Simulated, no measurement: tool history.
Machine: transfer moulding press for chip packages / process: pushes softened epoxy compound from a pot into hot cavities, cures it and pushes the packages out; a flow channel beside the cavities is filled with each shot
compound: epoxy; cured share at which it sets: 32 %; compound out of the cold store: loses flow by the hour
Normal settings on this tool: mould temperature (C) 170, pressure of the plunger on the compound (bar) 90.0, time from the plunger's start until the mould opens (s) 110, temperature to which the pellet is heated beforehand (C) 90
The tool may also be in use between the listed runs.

run,hour,mould temperature (C),pressure of the plunger on the compound (bar),time from the plunger's start until the mould opens (s),temperature to which the pellet is heated beforehand (C),incoming compound's hours out of the cold store,length that the compound runs in the flow channel (mm),greatest force on the pins that push the packages out (N)
1,0.0,170,90.0,110,90,36.4,827,441
2,9.9,175,90.0,110,90,33.2,810,405
# hour 18.9: cavities cleaned with cleaning compound and waxed
3,27.7,175,90.0,110,90,44.1,784,275
4,36.2,175,90.0,110,90,27.2,819,304
5,52.9,175,90.0,110,90,16.9,843,343
6,69.0,175,90.0,110,90,43.3,782,363
7,78.8,170,90.0,110,90,16.9,865,418
8,87.7,170,90.0,110,90,25.8,837,415
9,96.7,170,90.0,110,90,17.1,857,432
# hour 102.0: cavities cleaned with cleaning compound and waxed
10,109.9,170,90.0,110,90,18.3,854,306
11,117.7,170,90.0,110,90,35.0,815,328
12,127.6,170,90.0,110,90,30.2,824,377
13,141.5,170,90.0,110,90,9.1,872,393
14,151.5,170,90.0,110,85,30.8,817,401
15,166.0,170,90.0,110,85,35.2,809,420
# hour 184.5: cavities cleaned with cleaning compound and waxed
16,184.6,170,90.0,110,85,18.7,845,283
17,201.0,170,90.0,110,85,42.2,785,340
18,212.3,170,90.0,110,85,34.6,805,357
19,228.3,170,85.2,101,90,33.5,785,420
20,236.9,170,90.0,110,94,40.2,788,390
21,253.9,169,101.3,110,83,43.8,826,453
22,263.3,169,78.1,110,96,36.2,742,451
# hour 266.9: cavities cleaned with cleaning compound and waxed
23,274.8,169,78.1,110,96,41.3,728,313
24,290.5,166,99.7,104,82,31.2,861,432
25,302.6,170,83.8,96,92,39.8,751,428
26,318.5,167,83.8,96,92,29.4,786,532
27,329.7,167,83.8,96,92,12.3,828,599
28,336.6,169,83.8,96,87,10.5,824,543
29,346.3,177,90.0,112,90,45.0,739,404
# hour 349.8: cavities cleaned with cleaning compound and waxed
30,361.3,164,104.1,138,94,11.1,935,321

Run by run, hidden condition taken away, random variation retained:
Unlogged tool condition in this case: true mould temperature over the reading, C; pressure that reaches the compound, % of what is set; grip of the stained cavities, % over clean ones'; drift of the gauge itself on flow_mm, %; drift of the gauge itself on push_out_n, %.
run,length that the compound runs in the flow channel (mm),greatest force on the pins that push the packages out (N)
1,834,285
2,817,250
3,793,248
4,829,254
5,856,255
6,796,247
7,881,277
8,854,266
9,876,272
10,874,277
11,835,275
12,845,294
13,897,282
14,842,275
15,835,273
16,875,279
17,815,282
18,836,273
19,818,296
20,822,263
21,864,292
22,777,282
23,764,278
24,906,334
25,792,312
26,831,358
27,877,387
28,873,345
29,784,250
30,995,276

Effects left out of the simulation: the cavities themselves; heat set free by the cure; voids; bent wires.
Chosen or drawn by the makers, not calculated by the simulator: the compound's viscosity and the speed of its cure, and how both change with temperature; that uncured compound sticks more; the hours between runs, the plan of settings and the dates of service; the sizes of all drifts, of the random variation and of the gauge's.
